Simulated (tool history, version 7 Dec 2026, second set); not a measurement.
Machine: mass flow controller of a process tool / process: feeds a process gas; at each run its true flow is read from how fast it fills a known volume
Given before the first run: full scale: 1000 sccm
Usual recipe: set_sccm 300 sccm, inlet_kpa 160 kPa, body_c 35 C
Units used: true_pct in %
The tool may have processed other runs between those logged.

run    hour  set_sccm  inlet_kpa  body_c  true_pct
  1       0       300        160      35    100.46
  2   222.3       300        160      35    100.49
  3   348.9       300        272      35     99.83
  4   581.2       300        272      25    100.51
  5   749.3       300        186      35    100.25
  6   938.2       300        186      35    100.41
  7  1078.8       300        160      38    100.31
  8  1322.1       300        160      38    100.31
  9  1462.4       300        160      30    100.95
 10  1635.7       300        160      30    100.79
 11  1762.2       300        160      30    100.94
 12  1941.2       300        160      32    100.77
     1961.6  -- controller's zero set anew
 13  2142.6       300        160      32    100.43
 14  2295.7       300        160      32    100.44
 15  2479.8       247        160      35     99.94
 16  2733.6       247        160      35     99.95
 17  2928.2       300        160      35    100.18
 18  3188.5       300        160      35    100.25
     3333.8  -- controller's zero set anew, once more
 19  3444.5       300        160      35    101.21
 20  3742.7       621        160      35    101.86
     3790.3  -- controller exchanged for a calibrated one
 21  3998.3       621        160      35     99.38
 22  4279.1       826        176      21    100.48
 23  4537.4       179        143      24     99.47
 24  4784.6       128        148      35     98.46
 25  4973.6       128        148      35     98.45
 26  5156.2       491        226      32     98.89
 27  5358.1       867        141      29    100.18
 28  5597.4       867        141      29    100.45
 29  5783.6       867        188      31     99.92
 30  6041.8       271        179      29     99.04
 31  6266.7       271        179      29     99.08
 32  6395.4       271        179      29     98.99
 33  6522.4       271        179      27     99.25
 34  6735.6       271        179      26     99.34
 35    6967       271        179      26      99.4
 36  7110.9       300        226      35     98.59
 37  7336.7       300        226      35     98.49
 38  7518.3       300        226      35     98.51
 39  7789.1       153        160      34     98.09
 40    7978       153        160      34        98
 41  8269.3       153        160      34     97.87
 42  8433.1       570        160      38     99.38

Pick out some run-to-run changes in true_pct. Of each, how much would a tool without hidden state show as well, from the settings, what came in and chance, and how much is left for the hidden state and any gauge scatter not in both results compared?
Hidden conditions of the tool in this case: flow at rest that the sensor doesn't see, % of full scale; true flow over the shown one, %; drift of the gauge itself on true_pct, %.
Run 18 -> 19: controller's zero set anew, once more. true_pct +0.96 %: hidden state +1.01, all else -0.05.
Run 20 -> 21: controller exchanged for a calibrated one. true_pct -2.48 %: hidden state -2.41, all else -0.07.
Run 26 -> 27: set_sccm 491 -> 867, inlet_kpa 226 -> 141, body_c 32 -> 29. true_pct +1.29 %: hidden state +0.11, all else +1.18.
Run 41 -> 42: set_sccm 153 -> 570, body_c 34 -> 38. true_pct +1.51 %: hidden state +1.36, all else +0.15.
